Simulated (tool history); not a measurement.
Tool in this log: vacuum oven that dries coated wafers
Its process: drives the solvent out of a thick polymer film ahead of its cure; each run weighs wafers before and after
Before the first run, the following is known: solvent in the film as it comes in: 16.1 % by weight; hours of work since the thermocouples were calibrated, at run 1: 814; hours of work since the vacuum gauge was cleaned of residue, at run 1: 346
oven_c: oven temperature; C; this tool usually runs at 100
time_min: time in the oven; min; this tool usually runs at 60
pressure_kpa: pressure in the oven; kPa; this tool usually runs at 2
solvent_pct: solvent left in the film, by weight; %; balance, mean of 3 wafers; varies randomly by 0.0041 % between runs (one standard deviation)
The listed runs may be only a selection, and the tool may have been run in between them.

run	hour	oven_c	time_min	pressure_kpa	hours of work since the thermocouples were calibrated	hours of work since the vacuum gauge was cleaned of residue	solvent_pct
1	0	100	60	2	814	346	2.022
2	11.9	100	60	2	820	353	2.025
3	28	100	60	2	829	361	2.024
4	47.6	100	60	2	839	371	2.022
5	63.9	100	60	2	848	380	2.023
6	73.2	100	60	4.05	853	385	3.059
7	87.7	100	60	4.05	860	393	3.057
8	105.8	100	60	4.05	870	402	3.047
9	123.4	100	60	4.05	879	412	3.048
10	131.6	100	60	4.05	884	416	3.048
11	141.1	100	60	4.05	889	421	3.047
12	159.7	100	60	4.05	899	431	3.045
13	171.8	85	60	2	905	437	4.72
14	188	85	60	2	914	446	4.72
15	204.3	85	60	2	922	454	4.723
16	214.6	85	60	2	928	460	4.72
17	228.6	85	60	2	935	467	4.726
18	241.6	85	60	2	942	474	4.723
19	258.9	100	60	2	951	483	2.012
20	266.9	100	60	2	955	488	2.012
21	276.2	100	60	3.18	960	492	2.609
22	296	100	60	3.18	971	503	2.602
23	315	100	60	3.18	981	513	2.595
24	325.8	100	59	3.18	987	519	2.635
25	340.8	89	85	5.16	995	527	5.076
26	349.9	89	85	5.16	999	532	5.072
27	364.7	94	57	2.78	1007	539	3.537
28	378.9	94	57	2.78	1015	547	3.527
29	387.5	102	88	5.72	1019	551	3.043
30	403.8	86	48	1.07	1028	560	4.76
31	418.5	104	66	1.43	1036	568	1.144
32	428.1	104	66	1.43	1041	573	1.135
33	437	87	41	4.62	1045	578	7.436
34	455.7	87	41	4.62	1055	588	7.43
35	466	87	41	4.62	1061	593	7.425
36	482.4	93	36	3.35	1070	602	5.751
37	494.9	88	51	1.94	1076	608	4.638
38	504.4	97	93	1.43	1081	613	1.241
39	516.4	97	92	3.47	1088	620	2.419
40	527.4	97	92	3.47	1093	626	2.433
41	538.7	95	30	1.4	1099	632	5.141
42	553	107	51	2	1107	639	1.552
43	571.8	111	51	2.97	1117	649	1.535

For some of the steps in solvent_pct from one run to the next: how much would appear even if the tool had no hidden state, given the settings, what came in and random variation, and how much remains for the hidden state plus any gauge scatter that the measured result and the result without hidden state don't share?
What the log doesn't record here: true wafer temperature over the reading, C; true pressure over the reading, kPa; drift of the gauge itself on solvent_pct, %.
Run 30 -> 31: oven_c 86 -> 104, time_min 48 -> 66, pressure_kpa 1.07 -> 1.43. solvent_pct -3.616 %: hidden state +0.127, all else -3.743.
Run 32 -> 33: oven_c 104 -> 87, time_min 66 -> 41, pressure_kpa 1.43 -> 4.62. solvent_pct +6.301 %: hidden state -0.184, all else +6.485.
Run 37 -> 38: oven_c 88 -> 97, time_min 51 -> 93, pressure_kpa 1.94 -> 1.43. solvent_pct -3.397 %: hidden state +0.152, all else -3.549.
Run 41 -> 42: oven_c 95 -> 107, time_min 30 -> 51, pressure_kpa 1.4 -> 2. solvent_pct -3.589 %: hidden state +0.111, all else -3.7.

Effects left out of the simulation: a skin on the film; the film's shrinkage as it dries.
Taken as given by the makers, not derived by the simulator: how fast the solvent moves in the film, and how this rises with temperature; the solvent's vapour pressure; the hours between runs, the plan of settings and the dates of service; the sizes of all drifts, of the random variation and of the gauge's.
